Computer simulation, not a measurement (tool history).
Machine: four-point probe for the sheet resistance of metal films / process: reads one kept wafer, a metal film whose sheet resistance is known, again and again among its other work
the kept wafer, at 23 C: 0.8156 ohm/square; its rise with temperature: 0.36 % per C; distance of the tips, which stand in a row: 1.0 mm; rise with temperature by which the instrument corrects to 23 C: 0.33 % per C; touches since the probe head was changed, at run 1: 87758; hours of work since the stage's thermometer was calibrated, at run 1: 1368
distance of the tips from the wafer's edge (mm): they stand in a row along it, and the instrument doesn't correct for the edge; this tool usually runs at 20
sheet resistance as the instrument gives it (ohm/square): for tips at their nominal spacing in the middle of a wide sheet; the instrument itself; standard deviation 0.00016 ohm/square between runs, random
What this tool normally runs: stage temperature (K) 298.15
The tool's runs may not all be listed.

run	hour	stage temperature (K)	distance of the tips from the wafer's edge (mm)	touches since the probe head was changed	hours of work since the stage's thermometer was calibrated	sheet resistance as the instrument gives it (ohm/square)
1	0	298.15	20	87758	1368	0.814762
2	47.2	298.15	20	90236	1397	0.81498
3	90.2	298.15	20	92491	1424	0.814853
4	128.4	299.15	20	94496	1448	0.815081
# hour 155.4: stage's thermometer calibrated
5	197.8	304.15	20	98110	26	0.817204
6	257.9	304.15	20	101263	63	0.817137
7	311.5	301.15	20	104075	97	0.816421
8	353.2	301.15	20	106264	122	0.816445
9	412.4	301.15	20	109367	159	0.816144
10	465	301.15	20	112126	191	0.81609
11	539.1	298.15	20	116017	237	0.815737
12	617.9	298.15	20	120151	286	0.815216
13	655.5	298.15	20	122123	309	0.815076
14	698.1	298.15	20	124355	336	0.815193
15	731.7	298.15	10	126119	356	0.818484
16	808.3	298.15	10	130136	404	0.818583
17	853	298.15	20	132480	431	0.814964
18	910	298.15	20	135472	467	0.814851
19	957.5	295.15	20	137966	496	0.814379
20	1003.6	298.15	20	140382	525	0.814808
21	1042.4	298.15	20	142417	549	0.814761
22	1077.5	298.15	20	144259	570	0.814479
23	1122	293.15	6	146596	598	0.824463
24	1193.9	297.15	19	150366	642	0.814229
# hour 1230.9: new probe head fitted
25	1254.2	297.15	19	1227	679	0.819367
26	1308.2	293.15	19	4058	712	0.8184
27	1379.4	293.15	19	7794	756	0.818283
28	1452	298.15	32	11600	801	0.818496
29	1501.5	298.15	32	14197	832	0.818546
30	1557.9	297.15	31	17159	867	0.817856
31	1634	296.15	7	21148	914	0.825905
32	1697.1	296.15	7	24458	953	0.826131
33	1754.5	305.15	60	27470	988	0.818266
34	1818.4	305.15	60	30821	1028	0.81824
35	1886.5	304.15	35	34396	1070	0.818494
36	1957.5	304.15	13	38124	1114	0.820492
37	2015.3	307.15	13	41156	1150	0.82083
38	2082.7	302.15	50	44688	1191	0.817557
39	2119.2	302.15	50	46606	1214	0.817397
40	2178.5	301.15	24	49716	1251	0.817953
41	2211.1	296.15	30	51425	1271	0.816793
42	2285.7	293.15	30	55338	1317	0.815887
43	2344.7	293.15	4	58437	1353	0.841749
44	2411.1	293.15	4	61916	1394	0.841362

Below are 3 alternative next runs, each starting from the tool's condition after run 44. Predict each:
A	2446.9	295.15	12	63799	1417	?
B	2446.9	307.15	10	63799	1417	?
C	2446.9	300.15	59	63799	1417	?

run	sheet resistance as the instrument gives it (ohm/square)
A	0.818144
B	0.821838
C	0.816313
With no hidden state in the tool, these same runs would have given:
run	sheet resistance as the instrument gives it (ohm/square)
A	0.81817
B	0.821828
C	0.816324

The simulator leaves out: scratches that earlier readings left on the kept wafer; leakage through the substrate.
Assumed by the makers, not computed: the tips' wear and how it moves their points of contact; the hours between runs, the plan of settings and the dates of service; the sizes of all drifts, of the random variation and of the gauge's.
